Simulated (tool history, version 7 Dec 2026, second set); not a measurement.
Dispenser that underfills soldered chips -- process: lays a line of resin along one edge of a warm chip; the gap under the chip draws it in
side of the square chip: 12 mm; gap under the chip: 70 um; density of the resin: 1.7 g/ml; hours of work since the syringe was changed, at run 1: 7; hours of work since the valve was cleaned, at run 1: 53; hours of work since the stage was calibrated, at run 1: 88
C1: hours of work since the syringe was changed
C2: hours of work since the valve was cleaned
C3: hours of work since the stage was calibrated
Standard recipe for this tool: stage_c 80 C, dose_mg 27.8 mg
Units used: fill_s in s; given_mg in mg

run 1 hour=0 | stage_c=80 dose_mg=27.8 | C1=7 C2=53 C3=88 | fill_s=183.9 given_mg=27.29
-- hour=3.9 new syringe of resin
run 2 hour=5.7 | stage_c=80 dose_mg=27.8 | C1=1 C2=57 C3=91 | fill_s=113.4 given_mg=27.21
run 3 hour=11.3 | stage_c=80 dose_mg=27.8 | C1=5 C2=60 C3=95 | fill_s=148.2 given_mg=27.11
-- hour=19.1 new syringe of resin
run 4 hour=20.3 | stage_c=80 dose_mg=27.8 | C1=1 C2=66 C3=100 | fill_s=111.9 given_mg=27.08
run 5 hour=32.4 | stage_c=80 dose_mg=27.8 | C1=8 C2=73 C3=108 | fill_s=203.3 given_mg=27.02
-- hour=33.9 new syringe of resin
run 6 hour=41.2 | stage_c=80 dose_mg=28.7 | C1=5 C2=78 C3=113 | fill_s=149.5 given_mg=27.86
-- hour=49 new syringe of resin
run 7 hour=52.4 | stage_c=80 dose_mg=28.7 | C1=2 C2=85 C3=120 | fill_s=123.5 given_mg=27.45
run 8 hour=60.6 | stage_c=76 dose_mg=27.8 | C1=7 C2=90 C3=125 | fill_s=220.6 given_mg=26.76
-- hour=63.6 new syringe of resin
run 9 hour=71.1 | stage_c=76 dose_mg=27.8 | C1=5 C2=97 C3=131 | fill_s=184.1 given_mg=26.58
-- hour=78.2 new syringe of resin
run 10 hour=81.6 | stage_c=76 dose_mg=27.8 | C1=2 C2=103 C3=138 | fill_s=146.2 given_mg=26.35
run 11 hour=91.6 | stage_c=86 dose_mg=31 | C1=8 C2=109 C3=144 | fill_s=155.8 given_mg=29.48
-- hour=93 new syringe of resin
run 12 hour=103.4 | stage_c=86 dose_mg=31 | C1=6 C2=117 C3=151 | fill_s=135.2 given_mg=29.25
-- hour=107.9 new syringe of resin
run 13 hour=111.5 | stage_c=86 dose_mg=31 | C1=2 C2=121 C3=156 | fill_s=97.4 given_mg=29.22
run 14 hour=119.6 | stage_c=83 dose_mg=31.3 | C1=7 C2=127 C3=161 | fill_s=162.1 given_mg=29.42
-- hour=123.1 new syringe of resin
run 15 hour=129.8 | stage_c=83 dose_mg=31.3 | C1=4 C2=133 C3=167 | fill_s=127.6 given_mg=29.49
-- hour=132.6 dispensing valve cleaned and set on the balance
run 16 hour=137.9 | stage_c=93 dose_mg=24.2 | C1=9 C2=3 C3=172 | fill_s=123.9 given_mg=24.01
-- hour=138.9 new syringe of resin
run 17 hour=148.6 | stage_c=89 dose_mg=25.5 | C1=6 C2=10 C3=178 | fill_s=120.2 given_mg=25.28
-- hour=153.3 new syringe of resin
run 18 hour=158.9 | stage_c=87 dose_mg=35.6 | C1=3 C2=16 C3=184 | fill_s=103.5 given_mg=34.97
run 19 hour=164 | stage_c=80 dose_mg=27 | C1=7 C2=19 C3=188 | fill_s=181.4 given_mg=26.63

Below are 5 alternative next runs, each starting from the tool's condition after run 19. Predict each:
-- hour=168.8 new syringe of resin
run A hour=170 | stage_c=80 dose_mg=31 | C1=1 C2=23 C3=191 | fill_s=? given_mg=?
-- hour=168.8 new syringe of resin
run B hour=170 | stage_c=84 dose_mg=35.1 | C1=1 C2=23 C3=191 | fill_s=? given_mg=?
-- hour=168.8 new syringe of resin
run C hour=170 | stage_c=95 dose_mg=34.7 | C1=1 C2=23 C3=191 | fill_s=? given_mg=?
-- hour=168.8 new syringe of resin
run D hour=170 | stage_c=69 dose_mg=27.1 | C1=1 C2=23 C3=191 | fill_s=? given_mg=?
-- hour=168.8 new syringe of resin
run E hour=170 | stage_c=89 dose_mg=27 | C1=1 C2=23 C3=191 | fill_s=? given_mg=?

run=A fill_s=109.5 given_mg=30.8
run=B fill_s=94.2 given_mg=34.56
run=C fill_s=59.7 given_mg=34.37
run=D fill_s=181.5 given_mg=26.6
run=E fill_s=75.8 given_mg=26.66
The same runs, with their run-to-run variation unchanged, on a tool lacking any hidden condition would have given:
run=A fill_s=102.9 given_mg=31.25
run=B fill_s=88.6 given_mg=35.06
run=C fill_s=56.2 given_mg=34.87
run=D fill_s=170.3 given_mg=26.99
run=E fill_s=71.1 given_mg=27.05
